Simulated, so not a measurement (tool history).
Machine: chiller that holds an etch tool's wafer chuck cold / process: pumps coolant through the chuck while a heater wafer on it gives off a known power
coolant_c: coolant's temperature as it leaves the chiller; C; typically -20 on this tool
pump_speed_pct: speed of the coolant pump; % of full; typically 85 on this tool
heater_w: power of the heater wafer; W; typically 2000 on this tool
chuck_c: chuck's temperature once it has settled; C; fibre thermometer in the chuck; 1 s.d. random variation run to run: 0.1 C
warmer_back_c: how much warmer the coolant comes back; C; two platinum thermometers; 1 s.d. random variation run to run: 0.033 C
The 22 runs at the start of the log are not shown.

{"run": 23, "day": 70.5, "coolant_c": -17, "pump_speed_pct": 71, "heater_w": 2744, "chuck_c": 7.4, "warmer_back_c": 7.78}
{"run": 24, "day": 74.567, "coolant_c": -20, "pump_speed_pct": 85, "heater_w": 2914, "chuck_c": 1.7, "warmer_back_c": 6.75}
{"run": 25, "day": 78.017, "coolant_c": -20, "pump_speed_pct": 85, "heater_w": 2914, "chuck_c": 1.6, "warmer_back_c": 6.66}
{"run": 26, "day": 80.817, "coolant_c": -23, "pump_speed_pct": 66, "heater_w": 2000, "chuck_c": -3.9, "warmer_back_c": 6.1}
{"run": 27, "day": 83.971, "coolant_c": -23, "pump_speed_pct": 66, "heater_w": 2000, "chuck_c": -4, "warmer_back_c": 6.2}
{"run": 28, "day": 85.958, "coolant_c": -24, "pump_speed_pct": 89, "heater_w": 1418, "chuck_c": -13.9, "warmer_back_c": 3.13}
{"run": 29, "day": 88.35, "coolant_c": -24, "pump_speed_pct": 89, "heater_w": 1418, "chuck_c": -13.8, "warmer_back_c": 3.14}
{"run": 30, "day": 90.221, "coolant_c": -10, "pump_speed_pct": 78, "heater_w": 1991, "chuck_c": 6, "warmer_back_c": 5.04}
{"run": 31, "day": 92.679, "coolant_c": -10, "pump_speed_pct": 78, "heater_w": 1991, "chuck_c": 6, "warmer_back_c": 5.07}

Each row is a separate what-if for the run after 31, all from the same tool condition, not one after another. Results?
{"run": "A", "day": 95.617, "coolant_c": -27, "pump_speed_pct": 78, "heater_w": 2576, "chuck_c": "?", "warmer_back_c": "?"}
{"run": "B", "day": 95.617, "coolant_c": -15, "pump_speed_pct": 85, "heater_w": 2000, "chuck_c": "?", "warmer_back_c": "?"}
{"run": "C", "day": 95.617, "coolant_c": -12, "pump_speed_pct": 63, "heater_w": 1060, "chuck_c": "?", "warmer_back_c": "?"}
{"run": "D", "day": 95.617, "coolant_c": -20, "pump_speed_pct": 76, "heater_w": 2000, "chuck_c": "?", "warmer_back_c": "?"}
{"run": "E", "day": 95.617, "coolant_c": -10, "pump_speed_pct": 60, "heater_w": 1659, "chuck_c": "?", "warmer_back_c": "?"}

run=A chuck_c=-6.3 warmer_back_c=6.57
run=B chuck_c=0 warmer_back_c=4.56
run=C chuck_c=-1.5 warmer_back_c=3.39
run=D chuck_c=-3.4 warmer_back_c=5.22
run=E chuck_c=7.2 warmer_back_c=5.65
With no hidden state in the tool, these same runs would have given:
run=A chuck_c=-6.4 warmer_back_c=6.57
run=B chuck_c=0 warmer_back_c=4.55
run=C chuck_c=-1.5 warmer_back_c=3.38
run=D chuck_c=-3.4 warmer_back_c=5.22
run=E chuck_c=7.2 warmer_back_c=5.65

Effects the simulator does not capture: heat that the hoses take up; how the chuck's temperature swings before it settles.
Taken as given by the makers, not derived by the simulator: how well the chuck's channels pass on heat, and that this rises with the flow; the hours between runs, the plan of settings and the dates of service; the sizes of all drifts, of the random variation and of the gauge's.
